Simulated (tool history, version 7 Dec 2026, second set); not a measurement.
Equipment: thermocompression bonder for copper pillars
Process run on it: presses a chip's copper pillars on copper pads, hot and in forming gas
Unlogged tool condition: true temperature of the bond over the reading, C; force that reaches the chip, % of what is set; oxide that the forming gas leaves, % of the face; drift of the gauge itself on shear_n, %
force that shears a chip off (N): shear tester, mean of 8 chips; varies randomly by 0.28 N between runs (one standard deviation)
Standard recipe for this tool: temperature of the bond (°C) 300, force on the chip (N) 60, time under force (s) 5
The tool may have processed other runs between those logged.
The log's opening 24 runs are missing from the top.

run,hour,temperature of the bond (°C),force on the chip (N),time under force (s),hours of work since the heater was calibrated,hours of work since the force cell was calibrated,hours of work since the gas filter was changed,force that shears a chip off (N)
25,1233.8,287,75,3,763,125,103,94.1
26,1310.7,287,50,3,798,160,138,79.3
27,1381.9,287,50,3,830,192,170,79.2
28,1434,298,81,3,853,216,193,107.8
29,1495,298,81,3,881,243,221,108.2
30,1528.7,326,42,7,896,258,236,129.1
31,1598.5,326,42,7,928,290,268,128.8
32,1671.7,287,77,14,961,323,301,130.6
# hour 1678.4: forming gas filter changed
33,1737.8,302,51,4,990,352,27,106.2
34,1796.2,302,51,10,1016,379,53,128.6
35,1874.9,302,51,10,1052,414,89,128.7
36,1941.8,297,51,10,1082,444,119,123.6
37,2019.7,297,71,10,1117,480,154,133.3
38,2097.4,297,71,10,1152,515,189,132.1
39,2136.8,300,60,3,1170,532,207,101

Alternative continuations, all from the tool just after run 39; predict every row:
A,2209.1,300,40,5,1203,565,239,?
B,2209.1,300,77,3,1203,565,239,?
C,2209.1,300,78,7,1203,565,239,?

run,force that shears a chip off (N)
A,98.8
B,109.3
C,129
Stripped of hidden state, with their random variation kept, the same runs would have yielded:
run,force that shears a chip off (N)
A,95.8
B,106.9
C,128.9

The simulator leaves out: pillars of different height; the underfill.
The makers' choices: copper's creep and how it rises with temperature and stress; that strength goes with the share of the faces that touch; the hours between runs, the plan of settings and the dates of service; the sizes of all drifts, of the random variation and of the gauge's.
